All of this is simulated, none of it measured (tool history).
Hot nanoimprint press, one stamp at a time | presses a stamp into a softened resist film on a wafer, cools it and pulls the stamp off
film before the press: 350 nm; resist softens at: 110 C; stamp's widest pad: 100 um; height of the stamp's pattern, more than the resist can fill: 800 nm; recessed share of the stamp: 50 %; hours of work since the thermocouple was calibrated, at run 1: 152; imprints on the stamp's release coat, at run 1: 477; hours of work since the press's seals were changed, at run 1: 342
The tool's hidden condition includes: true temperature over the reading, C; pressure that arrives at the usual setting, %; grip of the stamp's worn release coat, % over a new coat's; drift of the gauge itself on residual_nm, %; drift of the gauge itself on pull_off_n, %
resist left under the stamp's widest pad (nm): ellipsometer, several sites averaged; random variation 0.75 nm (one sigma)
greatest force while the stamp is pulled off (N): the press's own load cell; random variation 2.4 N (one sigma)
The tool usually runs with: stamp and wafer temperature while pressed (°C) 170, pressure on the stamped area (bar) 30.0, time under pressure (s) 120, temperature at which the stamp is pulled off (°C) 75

run,hour,stamp and wafer temperature while pressed (°C),pressure on the stamped area (bar),time under pressure (s),temperature at which the stamp is pulled off (°C),hours of work since the thermocouple was calibrated,imprints on the stamp's release coat,hours of work since the press's seals were changed,resist left under the stamp's widest pad (nm),greatest force while the stamp is pulled off (N)
1,0.0,170,30.0,120,75,152,477,342,193.7,124
2,9.9,170,30.0,120,75,160,512,350,193.8,129
3,15.2,170,30.0,120,75,164,531,354,194.1,130
4,20.2,170,30.0,120,75,167,549,358,193.0,136
# hour 24.1: plate thermocouple calibrated
5,28.7,170,30.0,120,75,4,568,362,192.3,131
6,39.6,170,30.0,208,75,12,607,370,156.7,132
7,44.6,170,30.0,208,75,16,625,374,156.0,134
8,54.4,170,30.0,183,75,23,659,382,164.8,134
9,65.0,170,30.0,183,75,31,697,390,164.2,131
# hour 70.6: plate thermocouple calibrated, once more
10,76.8,171,30.0,120,75,5,728,397,195.0,137

Forecast each of these 4 alternatives for the next run:
A,88.3,167,35.0,120,75,14,770,406,?,?
B,88.3,172,19.2,120,79,14,770,406,?,?
C,88.3,182,30.0,120,75,14,770,406,?,?
D,88.3,170,30.0,181,75,14,770,406,?,?

run,resist left under the stamp's widest pad (nm),greatest force while the stamp is pulled off (N)
A,211.5,138
B,221.2,135
C,134.4,138
D,175.0,138
With no hidden state in the tool, these same runs would have given:
run,resist left under the stamp's widest pad (nm),greatest force while the stamp is pulled off (N)
A,208.1,117
B,219.2,114
C,132.0,117
D,172.1,116
